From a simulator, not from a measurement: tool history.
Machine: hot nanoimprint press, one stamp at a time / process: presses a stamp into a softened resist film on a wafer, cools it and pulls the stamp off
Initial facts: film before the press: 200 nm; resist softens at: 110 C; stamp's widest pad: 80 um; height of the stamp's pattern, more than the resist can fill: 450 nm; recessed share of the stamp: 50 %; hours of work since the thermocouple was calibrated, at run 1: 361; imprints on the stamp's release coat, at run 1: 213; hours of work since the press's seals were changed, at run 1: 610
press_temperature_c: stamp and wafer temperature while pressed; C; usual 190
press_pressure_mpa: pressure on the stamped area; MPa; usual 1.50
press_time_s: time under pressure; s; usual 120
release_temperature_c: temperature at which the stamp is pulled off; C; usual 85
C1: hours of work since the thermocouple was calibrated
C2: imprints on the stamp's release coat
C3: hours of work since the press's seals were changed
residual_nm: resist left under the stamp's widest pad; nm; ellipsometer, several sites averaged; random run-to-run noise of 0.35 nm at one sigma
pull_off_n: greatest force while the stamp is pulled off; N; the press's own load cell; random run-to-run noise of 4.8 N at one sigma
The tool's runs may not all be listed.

{"run": 1, "day": 0.0, "press_temperature_c": 190, "press_pressure_mpa": 1.5, "press_time_s": 120, "release_temperature_c": 85, "C1": 361, "C2": 213, "C3": 610, "residual_nm": 116.0, "pull_off_n": 238}
{"run": 2, "day": 1.467, "press_temperature_c": 190, "press_pressure_mpa": 1.5, "press_time_s": 120, "release_temperature_c": 85, "C1": 379, "C2": 300, "C3": 628, "residual_nm": 116.3, "pull_off_n": 230}
{"run": 3, "day": 3.662, "press_temperature_c": 190, "press_pressure_mpa": 1.5, "press_time_s": 120, "release_temperature_c": 90, "C1": 406, "C2": 430, "C3": 654, "residual_nm": 117.0, "pull_off_n": 221}
{"run": 4, "day": 5.229, "press_temperature_c": 190, "press_pressure_mpa": 1.5, "press_time_s": 120, "release_temperature_c": 90, "C1": 425, "C2": 523, "C3": 673, "residual_nm": 117.3, "pull_off_n": 224}
{"run": 5, "day": 6.533, "press_temperature_c": 190, "press_pressure_mpa": 1.1, "press_time_s": 120, "release_temperature_c": 90, "C1": 440, "C2": 601, "C3": 689, "residual_nm": 134.2, "pull_off_n": 215}
{"run": 6, "day": 7.817, "press_temperature_c": 190, "press_pressure_mpa": 2.38, "press_time_s": 120, "release_temperature_c": 85, "C1": 456, "C2": 677, "C3": 705, "residual_nm": 92.2, "pull_off_n": 236}
{"run": 7, "day": 9.604, "press_temperature_c": 190, "press_pressure_mpa": 1.5, "press_time_s": 120, "release_temperature_c": 85, "C1": 478, "C2": 783, "C3": 726, "residual_nm": 117.1, "pull_off_n": 235}
{"run": 8, "day": 10.6, "press_temperature_c": 187, "press_pressure_mpa": 1.5, "press_time_s": 120, "release_temperature_c": 85, "C1": 490, "C2": 842, "C3": 738, "residual_nm": 124.8, "pull_off_n": 233}
{"run": 9, "day": 11.571, "press_temperature_c": 187, "press_pressure_mpa": 1.5, "press_time_s": 120, "release_temperature_c": 85, "C1": 501, "C2": 900, "C3": 750, "residual_nm": 124.5, "pull_off_n": 235}
{"run": 10, "day": 13.829, "press_temperature_c": 187, "press_pressure_mpa": 1.5, "press_time_s": 120, "release_temperature_c": 85, "C1": 529, "C2": 1034, "C3": 777, "residual_nm": 124.0, "pull_off_n": 231}
{"day": 14.475, "done": "plate thermocouple calibrated"}
{"run": 11, "day": 15.129, "press_temperature_c": 187, "press_pressure_mpa": 1.5, "press_time_s": 120, "release_temperature_c": 85, "C1": 8, "C2": 1104, "C3": 792, "residual_nm": 124.4, "pull_off_n": 236}
{"run": 12, "day": 16.725, "press_temperature_c": 187, "press_pressure_mpa": 1.5, "press_time_s": 191, "release_temperature_c": 85, "C1": 27, "C2": 1199, "C3": 811, "residual_nm": 109.3, "pull_off_n": 235}
{"run": 13, "day": 17.871, "press_temperature_c": 187, "press_pressure_mpa": 1.5, "press_time_s": 191, "release_temperature_c": 85, "C1": 41, "C2": 1267, "C3": 825, "residual_nm": 109.7, "pull_off_n": 229}
{"run": 14, "day": 19.946, "press_temperature_c": 202, "press_pressure_mpa": 1.5, "press_time_s": 141, "release_temperature_c": 77, "C1": 66, "C2": 1390, "C3": 850, "residual_nm": 86.3, "pull_off_n": 244}
{"run": 15, "day": 21.15, "press_temperature_c": 187, "press_pressure_mpa": 2.39, "press_time_s": 123, "release_temperature_c": 90, "C1": 81, "C2": 1461, "C3": 864, "residual_nm": 98.8, "pull_off_n": 222}
{"run": 16, "day": 22.992, "press_temperature_c": 197, "press_pressure_mpa": 1.5, "press_time_s": 198, "release_temperature_c": 85, "C1": 103, "C2": 1571, "C3": 887, "residual_nm": 86.0, "pull_off_n": 228}
{"run": 17, "day": 24.038, "press_temperature_c": 197, "press_pressure_mpa": 1.5, "press_time_s": 198, "release_temperature_c": 85, "C1": 116, "C2": 1633, "C3": 899, "residual_nm": 85.9, "pull_off_n": 231}
{"run": 18, "day": 26.033, "press_temperature_c": 197, "press_pressure_mpa": 1.5, "press_time_s": 198, "release_temperature_c": 85, "C1": 140, "C2": 1752, "C3": 924, "residual_nm": 86.2, "pull_off_n": 236}
{"day": 27.783, "done": "stamp cleaned and given a new release coat"}
{"run": 19, "day": 28.521, "press_temperature_c": 197, "press_pressure_mpa": 1.5, "press_time_s": 198, "release_temperature_c": 85, "C1": 167, "C2": 44, "C3": 951, "residual_nm": 86.2, "pull_off_n": 232}
{"run": 20, "day": 30.483, "press_temperature_c": 197, "press_pressure_mpa": 1.5, "press_time_s": 120, "release_temperature_c": 85, "C1": 191, "C2": 160, "C3": 974, "residual_nm": 100.8, "pull_off_n": 238}
{"run": 21, "day": 32.783, "press_temperature_c": 190, "press_pressure_mpa": 2.26, "press_time_s": 145, "release_temperature_c": 85, "C1": 218, "C2": 297, "C3": 1002, "residual_nm": 89.8, "pull_off_n": 230}

Each row is a separate what-if for the run after 21, all from the same tool condition, not one after another. Results?
{"run": "A", "day": 34.292, "press_temperature_c": 198, "press_pressure_mpa": 2.26, "press_time_s": 101, "release_temperature_c": 90, "C1": 237, "C2": 386, "C3": 1020, "residual_nm": "?", "pull_off_n": "?"}
{"run": "B", "day": 34.292, "press_temperature_c": 200, "press_pressure_mpa": 2.26, "press_time_s": 145, "release_temperature_c": 85, "C1": 237, "C2": 386, "C3": 1020, "residual_nm": "?", "pull_off_n": "?"}
{"run": "C", "day": 34.292, "press_temperature_c": 184, "press_pressure_mpa": 2.04, "press_time_s": 130, "release_temperature_c": 85, "C1": 237, "C2": 386, "C3": 1020, "residual_nm": "?", "pull_off_n": "?"}

run=A residual_nm=84.2 pull_off_n=219
run=B residual_nm=70.7 pull_off_n=235
run=C residual_nm=113.6 pull_off_n=237
With no hidden state in the tool, these same runs would have given:
run=A residual_nm=83.2 pull_off_n=219
run=B residual_nm=69.8 pull_off_n=234
run=C residual_nm=112.2 pull_off_n=237
